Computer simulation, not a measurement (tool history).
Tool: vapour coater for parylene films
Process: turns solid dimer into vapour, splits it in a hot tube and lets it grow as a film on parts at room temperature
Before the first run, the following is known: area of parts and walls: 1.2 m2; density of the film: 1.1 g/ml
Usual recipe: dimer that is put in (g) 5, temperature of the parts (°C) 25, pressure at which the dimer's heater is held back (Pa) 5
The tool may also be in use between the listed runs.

| run | day | dimer that is put in (g) | temperature of the parts (°C) | pressure at which the dimer's heater is held back (Pa) | thickness of the film (um) |
|---|---|---|---|---|---|
| 1 | 0 | 5 | 25 | 5 | 2.66 |
| 2 | 1.233 | 5 | 25 | 5 | 2.68 |
| 3 | 3.096 | 5 | 25 | 5 | 2.65 |
| 4 | 5.483 | 5 | 25 | 5 | 2.65 |
| 5 | 6.925 | 5 | 25 | 5 | 2.62 |
| 6 | 9.642 | 5 | 25 | 5 | 2.62 |
| 7 | 11.954 | 5 | 25 | 5 | 2.6 |
| 8 | 13.692 | 5 | 25 | 5 | 2.58 |
| 9 | 15.183 | 5 | 25 | 5 | 2.55 |
| 10 | 17.575 | 5 | 25 | 5 | 2.59 |
| 11 | 19.479 | 5 | 25 | 5 | 2.54 |
|  | 20.317 | trap's valve overhauled |
| 12 | 22.442 | 5 | 25 | 5 | 2.49 |
| 13 | 24.517 | 5 | 25 | 5 | 2.46 |
| 14 | 26.9 | 5 | 25 | 2.55 | 2.84 |
| 15 | 29.262 | 5 | 25 | 2.55 | 2.85 |
| 16 | 31.875 | 5 | 28 | 5 | 2.27 |
| 17 | 33.404 | 5 | 25 | 5 | 2.4 |
| 18 | 35.488 | 5 | 32 | 8.94 | 1.87 |
|  | 36.933 | trap's valve overhauled, once more |
| 19 | 36.95 | 3 | 27 | 3.33 | 1.69 |
| 20 | 38.475 | 3 | 27 | 3.33 | 1.67 |
| 21 | 40.292 | 6 | 20 | 3.33 | 3.86 |
| 22 | 42.329 | 3 | 25 | 4.78 | 1.61 |
| 23 | 44.133 | 3 | 25 | 4.78 | 1.58 |
| 24 | 45.938 | 4 | 34 | 5 | 1.78 |
| 25 | 47.325 | 5 | 27 | 2.12 | 2.94 |
|  | 48.083 | table's thermometer calibrated |
| 26 | 49.954 | 5 | 27 | 2.12 | 2.92 |
| 27 | 52.017 | 5 | 27 | 2.12 | 2.88 |
| 28 | 53.367 | 5 | 30 | 5 | 2.33 |
| 29 | 55.05 | 8 | 23 | 9.15 | 3.74 |
| 30 | 56.992 | 8 | 23 | 9.15 | 3.81 |
| 31 | 59.238 | 9 | 25 | 5 | 4.49 |
|  | 60.8 | trap's valve overhauled |
| 32 | 62.258 | 3 | 26 | 2.62 | 1.76 |
| 33 | 64.704 | 5 | 25 | 9.52 | 2.3 |
| 34 | 66.921 | 5 | 25 | 9.52 | 2.32 |

Branching from run 34: 5 alternative next runs. What would each branch give?
| A | 68.504 | 4 | 25 | 9.52 | ? |
| B | 68.504 | 2 | 31 | 4.71 | ? |
| C | 68.504 | 2 | 25 | 5 | ? |
| D | 68.504 | 3 | 25 | 6.25 | ? |
| E | 68.504 | 2 | 25 | 5 | ? |

| run | thickness of the film (um) |
|---|---|
| A | 1.86 |
| B | 0.94 |
| C | 1.05 |
| D | 1.46 |
| E | 1.07 |
Stripped of hidden state, with their random variation kept, the same runs would have yielded:
| run | thickness of the film (um) |
|---|---|
| A | 1.87 |
| B | 0.95 |
| C | 1.06 |
| D | 1.48 |
| E | 1.08 |
